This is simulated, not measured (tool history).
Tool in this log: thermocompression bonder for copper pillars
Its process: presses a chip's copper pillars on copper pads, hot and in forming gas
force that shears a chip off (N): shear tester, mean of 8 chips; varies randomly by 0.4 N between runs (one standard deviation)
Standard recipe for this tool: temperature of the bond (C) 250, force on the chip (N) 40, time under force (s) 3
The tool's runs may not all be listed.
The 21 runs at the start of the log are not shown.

| run | hour | temperature of the bond (C) | force on the chip (N) | time under force (s) | hours of work since the heater was calibrated | hours of work since the force cell was calibrated | hours of work since the gas filter was changed | force that shears a chip off (N) |
|---|---|---|---|---|---|---|---|---|
| 22 | 292.1 | 248 | 41 | 2 | 240 | 391 | 254 | 64.7 |
| 23 | 307.3 | 248 | 51 | 7 | 251 | 402 | 265 | 103.7 |
| 24 | 326.8 | 248 | 51 | 7 | 265 | 416 | 280 | 103.5 |
| 25 | 336.6 | 250 | 56 | 6 | 273 | 424 | 287 | 104.4 |
| 26 | 353.4 | 250 | 30 | 2 | 285 | 436 | 299 | 55.7 |
| 27 | 371.6 | 250 | 34 | 2 | 298 | 449 | 313 | 59.8 |
| 28 | 383.2 | 237 | 45 | 2 | 307 | 458 | 321 | 58.9 |
| 29 | 400.4 | 266 | 27 | 5 | 320 | 471 | 334 | 85 |
| 30 | 420.2 | 266 | 27 | 5 | 334 | 485 | 348 | 85 |
| 31 | 428.6 | 272 | 46 | 5 | 340 | 491 | 355 | 108.2 |
| 32 | 442.5 | 221 | 38 | 5 | 350 | 502 | 365 | 62.4 |
|  | 450.8 | forming gas filter changed |
| 33 | 460.5 | 221 | 38 | 5 | 363 | 514 | 7 | 64.8 |
| 34 | 480.7 | 277 | 38 | 2 | 378 | 529 | 22 | 86.2 |
| 35 | 495.6 | 229 | 29 | 2 | 389 | 540 | 33 | 42.7 |
| 36 | 509.1 | 251 | 40 | 3 | 399 | 550 | 43 | 79 |
| 37 | 526.7 | 245 | 40 | 2 | 412 | 563 | 56 | 64.2 |
| 38 | 536.1 | 245 | 40 | 2 | 419 | 570 | 63 | 64.2 |
| 39 | 545.2 | 262 | 39 | 3 | 426 | 577 | 69 | 86.6 |
| 40 | 553.5 | 262 | 30 | 6 | 432 | 583 | 76 | 93.6 |

What if the next run were any one of these 3? Each begins from the tool's condition after run 40:
| A | 562.1 | 241 | 30 | 2 | 438 | 589 | 82 | ? |
| B | 562.1 | 265 | 33 | 2 | 438 | 589 | 82 | ? |
| C | 562.1 | 220 | 30 | 6 | 438 | 589 | 82 | ? |

| run | force that shears a chip off (N) |
|---|---|
| A | 51.7 |
| B | 71.8 |
| C | 60.4 |
Had the tool no hidden state, the same runs would have come out as:
| run | force that shears a chip off (N) |
|---|---|
| A | 51.8 |
| B | 72.2 |
| C | 60.4 |
